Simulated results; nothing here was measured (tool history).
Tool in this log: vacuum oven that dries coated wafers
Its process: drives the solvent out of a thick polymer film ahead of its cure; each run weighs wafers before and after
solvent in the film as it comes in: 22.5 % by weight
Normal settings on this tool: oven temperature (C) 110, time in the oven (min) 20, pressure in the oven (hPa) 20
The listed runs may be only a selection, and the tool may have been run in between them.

run    hour  oven temperature (C)  time in the oven (min)  pressure in the oven (hPa)  solvent left in the film (%)
  1       0                   110                      20                          20                          4.74
  2     114                   110                      20                          20                          4.64
  3   232.4                   110                      20                          20                          4.94
  4   340.8                   110                      20                          20                          4.87
  5   430.1                   110                      20                          20                          4.95
  6   534.1                   110                      20                          20                          5.01
  7   636.2                   110                      20                          20                          5.06
  8   729.3                   110                      20                          20                          5.18
  9   789.2                   110                      20                          20                          5.27
 10   902.4                   110                      20                          20                          5.29
 11  1021.4                   105                      20                          20                          7.73
     1066.6  -- oven's thermocouples calibrated
 12  1145.5                   103                      17                        32.2                           8.7
 13  1244.5                   110                      35                          20                          1.91
 14  1350.2                   110                      35                          20                          1.97
 15  1471.8                   110                      19                          20                           4.6

Branching from run 15: 4 alternative next runs. What would each branch give?
  A  1528.7                   117                      11                          20                             ?
  B  1528.7                   115                      14                        56.3                             ?
  C  1528.7                   122                      19                          20                             ?
  D  1528.7                   110                      19                        42.8                             ?

run  solvent left in the film (%)
  A                          5.21
  B                          5.44
  C                          1.29
  D                          5.49
What these runs would have given with no unlogged condition in the tool:
run  solvent left in the film (%)
  A                          4.85
  B                          5.07
  C                           1.1
  D                           5.1

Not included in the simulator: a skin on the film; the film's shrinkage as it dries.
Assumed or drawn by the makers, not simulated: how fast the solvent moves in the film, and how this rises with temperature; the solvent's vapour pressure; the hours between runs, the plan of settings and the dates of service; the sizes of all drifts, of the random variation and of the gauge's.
